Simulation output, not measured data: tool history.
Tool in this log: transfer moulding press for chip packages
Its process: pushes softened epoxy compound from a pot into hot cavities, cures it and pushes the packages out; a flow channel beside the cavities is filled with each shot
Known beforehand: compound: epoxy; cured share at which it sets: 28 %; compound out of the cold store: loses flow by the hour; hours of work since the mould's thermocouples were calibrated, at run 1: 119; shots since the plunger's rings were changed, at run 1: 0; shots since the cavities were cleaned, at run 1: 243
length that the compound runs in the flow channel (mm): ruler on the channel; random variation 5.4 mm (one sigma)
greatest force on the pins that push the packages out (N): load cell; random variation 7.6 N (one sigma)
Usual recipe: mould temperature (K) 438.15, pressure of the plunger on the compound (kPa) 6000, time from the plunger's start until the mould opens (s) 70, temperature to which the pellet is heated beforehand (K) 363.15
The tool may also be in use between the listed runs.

run     day  mould temperature (K)  pressure of the plunger on the compound (kPa)  time from the plunger's start until the mould opens (s)  temperature to which the pellet is heated beforehand (K)  hours of work since the mould's thermocouples were calibrated  shots since the plunger's rings were changed  shots since the cavities were cleaned  incoming compound's hours out of the cold store  length that the compound runs in the flow channel (mm)  greatest force on the pins that push the packages out (N)
  1   0.000                 438.15                                           6000                                                       70                                                    363.15                                                            119                                             0                                    243                                             18.2                                                     642                                                        355
  2   2.304                 438.15                                           6000                                                       70                                                    363.15                                                            145                                           574                                    817                                              9.7                                                     669                                                        363
      3.442  -- cavities cleaned with cleaning compound and waxed
  3   4.512                 438.15                                           6000                                                       70                                                    363.15                                                            168                                          1108                                    266                                             16.1                                                     635                                                        360
  4   5.554                 438.15                                           6410                                                       70                                                    363.15                                                            180                                          1368                                    526                                             45.3                                                     581                                                        327
  5   7.154                 438.15                                           6410                                                       70                                                    363.15                                                            198                                          1767                                    925                                             35.0                                                     606                                                        328
      7.883  -- cavities cleaned with cleaning compound and waxed
  6   8.217                 438.15                                           6410                                                       70                                                    363.15                                                            209                                          2015                                     83                                             43.8                                                     585                                                        332
  7   9.508                 438.15                                           6000                                                       89                                                    363.15                                                            223                                          2337                                    405                                             19.1                                                     630                                                        239
  8  10.762                 438.15                                           6000                                                       70                                                    363.15                                                            237                                          2649                                    717                                             44.7                                                     567                                                        336
     12.342  -- cavities cleaned with cleaning compound and waxed
  9  12.604                 438.15                                           6000                                                       70                                                    363.15                                                            257                                          3093                                     66                                             24.6                                                     624                                                        347
 10  14.500                 438.15                                           6000                                                       70                                                    363.15                                                            278                                          3565                                    538                                             29.3                                                     599                                                        343
     16.808  -- cavities cleaned with cleaning compound and waxed
 11  16.821                 438.15                                           6000                                                      110                                                    363.15                                                            303                                          4127                                      4                                             25.5                                                     613                                                        215
 12  17.950                 438.15                                           6000                                                      110                                                    363.15                                                            315                                          4408                                    285                                             35.7                                                     592                                                        226
 13  19.975                 438.15                                           6000                                                      110                                                    363.15                                                            338                                          4912                                    789                                              9.7                                                     664                                                        216
 14  21.121                 438.15                                           6000                                                       86                                                    363.15                                                            350                                          5197                                   1074                                             20.3                                                     637                                                        248
     21.317  -- cavities cleaned with cleaning compound and waxed
 15  22.542                 438.15                                           7300                                                      105                                                    363.15                                                            366                                          5535                                    305                                             28.5                                                     665                                                        212
 16  24.562                 437.15                                           6000                                                       70                                                    363.15                                                            388                                          6038                                    808                                             15.9                                                     643                                                        389
 17  25.533                 445.15                                           5830                                                       54                                                    363.15                                                            399                                          6281                                   1051                                             14.0                                                     628                                                        454
     25.817  -- plunger's sealing rings changed
     25.879  -- cavities cleaned with cleaning compound and waxed
 18  27.233                 439.15                                           6000                                                       83                                                    365.15                                                            416                                           337                                    337                                             42.8                                                     573                                                        236
 19  28.933                 439.15                                           6000                                                       83                                                    365.15                                                            435                                           760                                    760                                             23.7                                                     608                                                        246
     30.292  -- cavities cleaned with cleaning compound and waxed
 20  31.150                 430.15                                           5510                                                       60                                                    363.15                                                            459                                          1297                                    213                                              9.8                                                     644                                                        827
 21  32.742                 443.15                                           6000                                                       70                                                    363.15                                                            476                                          1693                                    609                                              8.0                                                     666                                                        286
 22  34.383                 442.15                                           5500                                                       96                                                    355.15                                                            494                                          2102                                   1018                                             10.6                                                     631                                                        230
     34.746  -- cavities cleaned with cleaning compound and waxed
     35.558  -- mould's thermocouples calibrated
 23  35.642                 442.15                                           5500                                                       96                                                    355.15                                                              1                                          2379                                    202                                             43.8                                                     541                                                        219
 24  37.025                 435.15                                           7440                                                       72                                                    363.15                                                             16                                          2723                                    546                                             23.2                                                     702                                                        409
 25  38.721                 443.15                                           6900                                                       54                                                    372.15                                                             35                                          3146                                    969                                             15.6                                                     684                                                        477
     39.350  -- cavities cleaned with cleaning compound and waxed
 26  40.238                 434.15                                           6520                                                       54                                                    372.15                                                             51                                          3508                                    221                                             29.6                                                     635                                                        790
 27  41.600                 434.15                                           5180                                                      106                                                    356.15                                                             66                                          3848                                    561                                             21.2                                                     589                                                        227

3 options for the next run, each taken on its own from the tool as it stands now. Forecast them:
  A  43.254                 436.15                                           5180                                                       88                                                    363.15                                                             85                                          4260                                    973                                             16.9                                                       ?                                                          ?
  B  43.254                 442.15                                           5180                                                      106                                                    358.15                                                             85                                          4260                                    973                                             40.1                                                       ?                                                          ?
  C  43.254                 438.15                                           6000                                                       90                                                    363.15                                                             85                                          4260                                    973                                             38.4                                                       ?                                                          ?

run  length that the compound runs in the flow channel (mm)  greatest force on the pins that push the packages out (N)
  A                                                     594                                                        261
  B                                                     530                                                        222
  C                                                     578                                                        230
With the hidden condition removed and each run's random variation left untouched, the same runs would have given:
run  length that the compound runs in the flow channel (mm)  greatest force on the pins that push the packages out (N)
  A                                                     594                                                        258
  B                                                     530                                                        220
  C                                                     578                                                        227

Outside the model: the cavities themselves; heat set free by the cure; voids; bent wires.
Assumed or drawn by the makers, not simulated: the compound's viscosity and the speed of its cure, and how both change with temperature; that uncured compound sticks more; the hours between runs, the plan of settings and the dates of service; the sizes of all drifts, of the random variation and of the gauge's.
